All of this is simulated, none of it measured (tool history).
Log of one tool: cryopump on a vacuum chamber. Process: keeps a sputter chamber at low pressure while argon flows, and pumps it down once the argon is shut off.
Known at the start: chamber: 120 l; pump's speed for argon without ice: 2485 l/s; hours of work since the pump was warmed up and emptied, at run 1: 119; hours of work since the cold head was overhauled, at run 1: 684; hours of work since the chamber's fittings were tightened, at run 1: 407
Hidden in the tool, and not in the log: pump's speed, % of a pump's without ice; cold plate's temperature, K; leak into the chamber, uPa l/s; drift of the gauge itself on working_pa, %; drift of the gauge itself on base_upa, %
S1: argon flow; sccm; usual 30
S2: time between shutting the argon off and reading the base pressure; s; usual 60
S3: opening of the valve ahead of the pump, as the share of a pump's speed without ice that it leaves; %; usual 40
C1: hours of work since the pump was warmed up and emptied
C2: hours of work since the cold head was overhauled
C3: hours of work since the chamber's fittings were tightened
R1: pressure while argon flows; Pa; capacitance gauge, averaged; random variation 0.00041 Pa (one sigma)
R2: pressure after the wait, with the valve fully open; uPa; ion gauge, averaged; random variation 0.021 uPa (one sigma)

Run 1, day 0: usual settings; C1 119; C2 684; C3 407. Result: R1 0.0516 Pa, R2 0.68 uPa.
Run 2, day 1.179: usual settings; C1 135; C2 700; C3 423. Result: R1 0.0522 Pa, R2 0.72 uPa.
Run 3, day 2.396: usual settings; C1 152; C2 717; C3 440. Result: R1 0.0521 Pa, R2 0.72 uPa.
Run 4, day 3.25: usual settings; C1 164; C2 728; C3 451. Result: R1 0.0517 Pa, R2 0.75 uPa.
Run 5, day 3.942: usual settings but S1 18 sccm; C1 173; C2 738; C3 461. Result: R1 0.0318 Pa, R2 0.72 uPa.
Run 6, day 4.821: usual settings; C1 185; C2 750; C3 473. Result: R1 0.0518 Pa, R2 0.73 uPa.
Run 7, day 5.446: usual settings; C1 193; C2 758; C3 481. Result: R1 0.0525 Pa, R2 0.75 uPa.
Run 8, day 6.417: usual settings but S2 35 s; C1 207; C2 771; C3 495. Result: R1 0.0521 Pa, R2 0.97 uPa.
Run 9, day 7.542: usual settings but S2 35 s; C1 222; C2 787; C3 510. Result: R1 0.0529 Pa, R2 0.95 uPa.
Run 10, day 8.554: usual settings but S2 35 s; C1 236; C2 801; C3 524. Result: R1 0.053 Pa, R2 1 uPa.
Run 11, day 9.308: usual settings; C1 246; C2 811; C3 534. Result: R1 0.0523 Pa, R2 0.79 uPa.
Run 12, day 9.858: usual settings; C1 253; C2 818; C3 541. Result: R1 0.0517 Pa, R2 0.75 uPa.
Run 13, day 11.004: usual settings but S1 33 sccm; C1 269; C2 834; C3 557. Result: R1 0.0582 Pa, R2 0.74 uPa.
Run 14, day 12.038: usual settings but S1 33 sccm; C1 283; C2 848; C3 571. Result: R1 0.0587 Pa, R2 0.81 uPa.
Run 15, day 12.904: usual settings but S1 33 sccm; C1 295; C2 860; C3 583. Result: R1 0.0582 Pa, R2 0.78 uPa.
Run 16, day 14.146: usual settings but S3 32 %; C1 312; C2 877; C3 600. Result: R1 0.0663 Pa, R2 0.81 uPa.
Run 17, day 14.721: usual settings but S3 32 %; C1 320; C2 884; C3 608. Result: R1 0.066 Pa, R2 0.79 uPa.
Run 18, day 15.504: usual settings but S2 189 s; C1 330; C2 895; C3 618. Result: R1 0.0532 Pa, R2 0.57 uPa.
Run 19, day 16.254: usual settings but S2 189 s; C1 340; C2 905; C3 628. Result: R1 0.0529 Pa, R2 0.58 uPa.
Run 20, day 17.238: usual settings but S2 189 s; C1 354; C2 919; C3 642. Result: R1 0.0532 Pa, R2 0.59 uPa.
Run 21, day 18.142: usual settings but S2 56 s, S3 23 %; C1 366; C2 931; C3 654. Result: R1 0.0909 Pa, R2 0.9 uPa.
Run 22, day 19.038: usual settings but S2 252 s, S3 23 %; C1 378; C2 943; C3 666. Result: R1 0.0906 Pa, R2 0.57 uPa.
Run 23, day 19.892: usual settings but S2 252 s, S3 23 %; C1 390; C2 955; C3 678. Result: R1 0.0908 Pa, R2 0.58 uPa.
Run 24, day 20.862: usual settings but S1 40 sccm, S2 29 s, S3 38 %; C1 403; C2 968; C3 691. Result: R1 0.0753 Pa, R2 1.23 uPa.
Run 25, day 21.433: usual settings but S1 40 sccm, S2 29 s, S3 38 %; C1 411; C2 976; C3 699. Result: R1 0.0743 Pa, R2 1.21 uPa.
Run 26, day 22.146: usual settings but S2 61 s, S3 32 %; C1 421; C2 986; C3 709. Result: R1 0.0663 Pa, R2 0.83 uPa.
Run 27, day 22.896: usual settings but S2 61 s, S3 32 %; C1 431; C2 996; C3 719. Result: R1 0.0663 Pa, R2 0.83 uPa.
Run 28, day 23.771: usual settings but S1 55 sccm, S3 56 %; C1 443; C2 1008; C3 731. Result: R1 0.0715 Pa, R2 0.89 uPa.
Run 29, day 24.908: usual settings but S1 19 sccm; C1 458; C2 1023; C3 746. Result: R1 0.0339 Pa, R2 0.91 uPa.
Run 30, day 25.938: usual settings but S1 16 sccm, S2 22 s; C1 472; C2 1037; C3 760. Result: R1 0.0294 Pa, R2 1.48 uPa.
Run 31, day 26.675: usual settings but S1 49 sccm, S2 89 s; C1 482; C2 1047; C3 770. Result: R1 0.0886 Pa, R2 0.81 uPa.
Run 32, day 27.746: usual settings but S1 49 sccm, S2 89 s; C1 497; C2 1062; C3 785. Result: R1 0.0878 Pa, R2 0.85 uPa.
Run 33, day 28.396: usual settings but S1 40 sccm, S2 89 s; C1 506; C2 1071; C3 794. Result: R1 0.0718 Pa, R2 0.85 uPa.
Run 34, day 29.246: usual settings but S1 40 sccm, S2 89 s; C1 517; C2 1082; C3 805. Result: R1 0.0725 Pa, R2 0.85 uPa.
Run 35, day 30.379: usual settings but S1 40 sccm, S2 89 s; C1 533; C2 1098; C3 821. Result: R1 0.0723 Pa, R2 0.87 uPa.

3 ways to go on from here, each from the tool as it stands after run 35. What would each give?
Run A, day 31.208: usual settings but S1 40 sccm, S2 89 s, S3 33 %; C1 544; C2 1109; C3 832. Result: R1 ?, R2 ?.
Run B, day 31.208: usual settings but S1 39 sccm, S2 88 s; C1 544; C2 1109; C3 832. Result: R1 ?, R2 ?.
Run C, day 31.208: usual settings but S1 59 sccm, S2 105 s; C1 544; C2 1109; C3 832. Result: R1 ?, R2 ?.

run      R1    R2
  A  0.0875  0.86
  B  0.0711  0.79
  C  0.1069  0.81
Without the tool's hidden state the same runs would have given:
run      R1    R2
  A   0.083  0.35
  B  0.0667  0.29
  C  0.1002  0.31

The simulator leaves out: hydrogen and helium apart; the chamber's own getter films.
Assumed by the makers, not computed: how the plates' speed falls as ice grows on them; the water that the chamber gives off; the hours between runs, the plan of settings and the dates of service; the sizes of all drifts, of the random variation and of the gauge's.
